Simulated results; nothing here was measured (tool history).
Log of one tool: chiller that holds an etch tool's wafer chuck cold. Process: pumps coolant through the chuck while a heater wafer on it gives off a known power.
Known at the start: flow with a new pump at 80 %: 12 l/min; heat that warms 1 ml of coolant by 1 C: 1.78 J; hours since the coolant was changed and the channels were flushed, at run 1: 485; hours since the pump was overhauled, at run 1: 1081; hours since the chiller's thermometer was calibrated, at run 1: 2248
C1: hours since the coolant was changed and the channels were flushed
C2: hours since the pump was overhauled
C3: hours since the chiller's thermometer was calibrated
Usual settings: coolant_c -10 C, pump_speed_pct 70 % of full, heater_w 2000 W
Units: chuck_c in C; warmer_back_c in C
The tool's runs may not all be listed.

Run 1, hour 0.0: usual settings; C1 485; C2 1081; C3 2248. Result: chuck_c 16.6 C, warmer_back_c 6.47 C.
Run 2, hour 58.4: usual settings but heater_w 1920 W; C1 543; C2 1140; C3 2306. Result: chuck_c 15.4 C, warmer_back_c 6.16 C.
Run 3, hour 137.8: usual settings but heater_w 1920 W; C1 622; C2 1219; C3 2386. Result: chuck_c 15.4 C, warmer_back_c 6.18 C.
Run 4, hour 172.5: usual settings but heater_w 1920 W; C1 657; C2 1254; C3 2420. Result: chuck_c 15.5 C, warmer_back_c 6.12 C.
Run 5, hour 209.8: usual settings but heater_w 1920 W; C1 694; C2 1291; C3 2457. Result: chuck_c 15.6 C, warmer_back_c 6.10 C.
Run 6, hour 264.2: usual settings but heater_w 1920 W; C1 749; C2 1345; C3 2512. Result: chuck_c 15.6 C, warmer_back_c 6.11 C.
Run 7, hour 302.5: usual settings but pump_speed_pct 68 % of full, heater_w 1920 W; C1 787; C2 1384; C3 2550. Result: chuck_c 16.0 C, warmer_back_c 6.26 C.
Run 8, hour 336.7: usual settings but pump_speed_pct 68 % of full, heater_w 1920 W; C1 821; C2 1418; C3 2584. Result: chuck_c 16.2 C, warmer_back_c 6.31 C.
Run 9, hour 400.6: usual settings but pump_speed_pct 68 % of full, heater_w 1920 W; C1 885; C2 1482; C3 2648. Result: chuck_c 15.8 C, warmer_back_c 6.28 C.
Run 10, hour 477.6: usual settings but pump_speed_pct 68 % of full, heater_w 1920 W; C1 962; C2 1559; C3 2725. Result: chuck_c 16.0 C, warmer_back_c 6.22 C.
Run 11, hour 516.8: usual settings but coolant_c -16 C; C1 1001; C2 1598; C3 2765. Result: chuck_c 10.6 C, warmer_back_c 6.35 C.
Run 12, hour 579.4: usual settings but coolant_c -16 C; C1 1064; C2 1661; C3 2827. Result: chuck_c 10.5 C, warmer_back_c 6.28 C.
Run 13, hour 621.3: usual settings but pump_speed_pct 78 % of full; C1 1106; C2 1702; C3 2869. Result: chuck_c 14.9 C, warmer_back_c 5.59 C.
Run 14, hour 686.5: usual settings but pump_speed_pct 89 % of full; C1 1171; C2 1768; C3 2934. Result: chuck_c 12.9 C, warmer_back_c 4.91 C.
Run 15, hour 730.1: usual settings; C1 1215; C2 1811; C3 2978. Result: chuck_c 16.6 C, warmer_back_c 6.26 C.
Run 16, hour 762.2: usual settings; C1 1247; C2 1843; C3 3010. Result: chuck_c 16.6 C, warmer_back_c 6.28 C.
Run 17, hour 798.3: usual settings; C1 1283; C2 1879; C3 3046. Result: chuck_c 16.5 C, warmer_back_c 6.25 C.
Run 18, hour 847.6: usual settings but coolant_c 0 C, pump_speed_pct 97 % of full, heater_w 2408 W; C1 1332; C2 1929; C3 3095. Result: chuck_c 26.3 C, warmer_back_c 5.32 C.
Run 19, hour 884.0: usual settings but heater_w 1380 W; C1 1369; C2 1965; C3 3132. Result: chuck_c 8.5 C, warmer_back_c 4.23 C.
Run 20, hour 962.3: usual settings but coolant_c -6 C, pump_speed_pct 81 % of full, heater_w 1434 W; C1 1447; C2 2043; C3 3210. Result: chuck_c 11.4 C, warmer_back_c 3.77 C.
Run 21, hour 1021.3: usual settings but coolant_c -14 C, pump_speed_pct 94 % of full, heater_w 2645 W; C1 1506; C2 2102; C3 3269. Result: chuck_c 15.2 C, warmer_back_c 6.07 C.
Run 22, hour 1083.0: usual settings but coolant_c -5 C, heater_w 1257 W; C1 1568; C2 2164; C3 3331. Result: chuck_c 11.8 C, warmer_back_c 3.76 C.
At hour 1088.4: gauge calibrated.
Run 23, hour 1157.1: usual settings but coolant_c -5 C, heater_w 1257 W; C1 1642; C2 2238; C3 3405. Result: chuck_c 11.5 C, warmer_back_c 4.11 C.
Run 24, hour 1223.0: usual settings but coolant_c -18 C, heater_w 1257 W; C1 1708; C2 2304; C3 3471. Result: chuck_c -1.3 C, warmer_back_c 4.06 C.
Run 25, hour 1284.2: usual settings but coolant_c -2 C, pump_speed_pct 75 % of full, heater_w 1158 W; C1 1769; C2 2365; C3 3532. Result: chuck_c 12.8 C, warmer_back_c 3.39 C.
Run 26, hour 1335.5: usual settings but coolant_c -2 C, pump_speed_pct 75 % of full, heater_w 1158 W; C1 1820; C2 2417; C3 3583. Result: chuck_c 12.8 C, warmer_back_c 3.44 C.
Run 27, hour 1405.2: usual settings but coolant_c -13 C, pump_speed_pct 66 % of full, heater_w 1763 W; C1 1890; C2 2486; C3 3653. Result: chuck_c 11.4 C, warmer_back_c 5.92 C.
Run 28, hour 1438.9: usual settings but coolant_c -13 C, pump_speed_pct 98 % of full, heater_w 2377 W; C1 1924; C2 2520; C3 3687. Result: chuck_c 12.8 C, warmer_back_c 5.35 C.
Run 29, hour 1509.7: usual settings but coolant_c -15 C, pump_speed_pct 98 % of full, heater_w 2377 W; C1 1994; C2 2591; C3 3757. Result: chuck_c 10.7 C, warmer_back_c 5.33 C.
Run 30, hour 1543.5: usual settings but coolant_c -15 C, pump_speed_pct 98 % of full, heater_w 2377 W; C1 2028; C2 2625; C3 3791. Result: chuck_c 10.6 C, warmer_back_c 5.34 C.
Run 31, hour 1585.9: usual settings but coolant_c -5 C; C1 2071; C2 2667; C3 3834. Result: chuck_c 21.8 C, warmer_back_c 6.30 C.
Run 32, hour 1659.9: usual settings but coolant_c -12 C, pump_speed_pct 73 % of full, heater_w 1715 W; C1 2145; C2 2741; C3 3908. Result: chuck_c 10.2 C, warmer_back_c 5.16 C.

Hidden state or all else? Some run-to-run changes of warmer_back_c, split into what the settings, what came in and random variation would give without the hidden state, and what is left for the hidden state (with any gauge scatter that isn't in both results):
The hidden state here: heat passed by the chuck's channels, % of clean ones'; flow at a given pump speed, % of a new pump's; coolant's true temperature over the reading, C; drift of the gauge itself on chuck_c, C; drift of the gauge itself on warmer_back_c, C.
Run 2 -> 3: no setting changed, nothing entered. warmer_back_c +0.02 C: hidden state -0.02, all else +0.04.
Run 9 -> 10: no setting changed, nothing entered. warmer_back_c -0.06 C: hidden state -0.02, all else -0.04.
Run 20 -> 21: coolant_c -6 -> -14, pump_speed_pct 81 -> 94, heater_w 1434 -> 2645. warmer_back_c +2.30 C: hidden state -0.02, all else +2.32.
Run 21 -> 22: coolant_c -14 -> -5, pump_speed_pct 94 -> 70, heater_w 2645 -> 1257. warmer_back_c -2.31 C: hidden state -0.01, all else -2.30.
Run 22 -> 23: gauge calibrated. warmer_back_c +0.35 C: hidden state +0.23, all else +0.12.
Run 26 -> 27: coolant_c -2 -> -13, pump_speed_pct 75 -> 66, heater_w 1158 -> 1763. warmer_back_c +2.48 C: hidden state -0.01, all else +2.49.
